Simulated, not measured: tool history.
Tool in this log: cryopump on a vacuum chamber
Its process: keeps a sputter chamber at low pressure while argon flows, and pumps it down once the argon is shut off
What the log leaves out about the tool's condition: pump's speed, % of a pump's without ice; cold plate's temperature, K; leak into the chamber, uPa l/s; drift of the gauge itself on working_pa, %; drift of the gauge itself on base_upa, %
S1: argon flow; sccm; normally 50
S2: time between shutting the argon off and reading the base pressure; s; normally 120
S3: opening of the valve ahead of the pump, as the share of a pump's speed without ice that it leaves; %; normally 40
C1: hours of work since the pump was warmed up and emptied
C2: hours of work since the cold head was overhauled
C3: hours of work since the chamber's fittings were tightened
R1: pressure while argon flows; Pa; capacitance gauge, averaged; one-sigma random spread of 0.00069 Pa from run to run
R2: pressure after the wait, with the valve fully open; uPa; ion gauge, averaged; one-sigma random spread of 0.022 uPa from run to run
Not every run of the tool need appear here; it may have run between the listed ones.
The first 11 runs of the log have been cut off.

run,hour,S1,S2,S3,C1,C2,C3,R1,R2
12,175.8,50,120,40,202,202,956,0.1216,0.98
13,190.3,50,120,40,211,211,966,0.1229,0.92
14,206.6,35,120,40,221,221,976,0.086,0.93
15,225.9,35,120,40,233,233,988,0.0863,0.98
16,237.6,75,23,50,240,240,995,0.1507,2.75
17,247.1,75,23,50,246,246,1001,0.1507,2.75
18,266.8,50,96,47,259,259,1014,0.1064,1.13
19,285,50,96,47,270,270,1025,0.1066,1.14
20,296.3,56,89,38,277,277,1032,0.1461,1.17
21,305.4,25,120,25,283,283,1038,0.0977,1.03
22,326.1,58,28,25,296,296,1051,0.2271,2.39
23,341.4,50,120,31,306,306,1060,0.1594,1.08
24,359.8,71,120,18,317,317,1072,0.3843,1.05
25,377.1,65,29,22,328,328,1083,0.2888,2.36
26,396.9,65,29,22,340,340,1095,0.2902,2.43
27,409.2,65,29,22,348,348,1103,0.29,2.4
28,429.4,29,29,22,361,361,1116,0.1285,2.45
29,439.1,29,29,22,367,367,1122,0.1293,2.42
30,459.3,29,29,22,380,380,1135,0.1302,2.46

Here are 5 independent what-if runs from the current tool condition. What would each one return?
A,476,22,29,22,390,390,1145,?,?
B,476,84,48,40,390,390,1145,?,?
C,476,29,81,22,390,390,1145,?,?
D,476,34,29,49,390,390,1145,?,?
E,476,89,114,40,390,390,1145,?,?

run,R1,R2
A,0.0978,2.49
B,0.2139,1.74
C,0.1296,1.24
D,0.0719,2.4
E,0.2263,1.11
Without the tool's unlogged condition, the same runs would have read:
run,R1,R2
A,0.0938,1.98
B,0.1984,1.24
C,0.1243,0.76
D,0.0657,1.9
E,0.21,0.61
